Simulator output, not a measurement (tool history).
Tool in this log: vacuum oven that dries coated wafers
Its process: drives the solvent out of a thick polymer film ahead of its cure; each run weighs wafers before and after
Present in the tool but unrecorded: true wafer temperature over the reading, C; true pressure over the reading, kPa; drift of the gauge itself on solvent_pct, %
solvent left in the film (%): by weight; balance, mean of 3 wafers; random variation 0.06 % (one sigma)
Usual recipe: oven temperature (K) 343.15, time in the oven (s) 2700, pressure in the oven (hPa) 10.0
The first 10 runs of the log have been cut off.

run   hour  oven temperature (K)  time in the oven (s)  pressure in the oven (hPa)  hours of work since the thermocouples were calibrated  hours of work since the vacuum gauge was cleaned of residue  solvent left in the film (%)
 11  137.4                343.15                  2700                         5.0                                                    511                                                          312                          2.98
 12  145.1                343.15                  3540                         5.0                                                    515                                                          315                          1.70
 13  160.8                343.15                  3540                         5.0                                                    522                                                          322                          1.86
 14  169.4                343.15                  3540                         5.0                                                    526                                                          326                          1.74
 15  182.3                343.15                  3540                         5.0                                                    531                                                          332                          1.70
 16  194.0                332.15                  3540                         5.0                                                    537                                                          337                          4.67
 17  206.9                332.15                  3540                         5.0                                                    542                                                          343                          4.53
 18  216.2                343.15                  4200                        10.0                                                    547                                                          347                          1.52
 19  231.7                343.15                  1920                        10.0                                                    554                                                          354                          5.30
 20  248.7                343.15                  1920                        10.0                                                    561                                                          362                          5.23
 21  267.2                343.15                  2700                        10.0                                                    570                                                          370                          3.22
 22  279.0                343.15                  2940                        10.0                                                    575                                                          375                          2.87
 23  287.9                343.15                  2940                        10.0                                                    579                                                          379                          2.81
 24  297.8                344.15                  1560                        10.0                                                    583                                                          384                          6.41
 25  306.4                329.15                  1560                        14.2                                                    587                                                          388                         11.98
 26  320.3                353.15                  1560                         9.6                                                    593                                                          394                          3.53
 27  328.7                343.15                  2400                         9.6                                                    597                                                          398                          3.82
 28  337.1                335.15                  2700                        10.0                                                    601                                                          402                          5.67
 29  348.6                343.15                  4200                        23.3                                                    606                                                          407                          2.28
 30  359.3                350.15                  2160                        27.0                                                    611                                                          412                          3.31
 31  370.4                350.15                  2160                        27.0                                                    616                                                          417                          3.25
 32  381.6                338.15                  1440                        22.7                                                    621                                                          422                          9.62
 33  399.8                354.15                  1380                        22.2                                                    629                                                          430                          4.53
 34  411.1                331.15                  1980                        10.0                                                    634                                                          435                          9.19
 35  421.2                331.15                  1980                        10.0                                                    639                                                          439                          9.38

Expected results for the next run?
 36  437.2                331.15                  1980                        10.0                                                    646                                                          447                             ?

Run 36 yielded solvent left in the film (%) 9.28.
Were there no unlogged condition in the tool, this run, its random variation unchanged, would have produced solvent left in the film (%) 9.56.
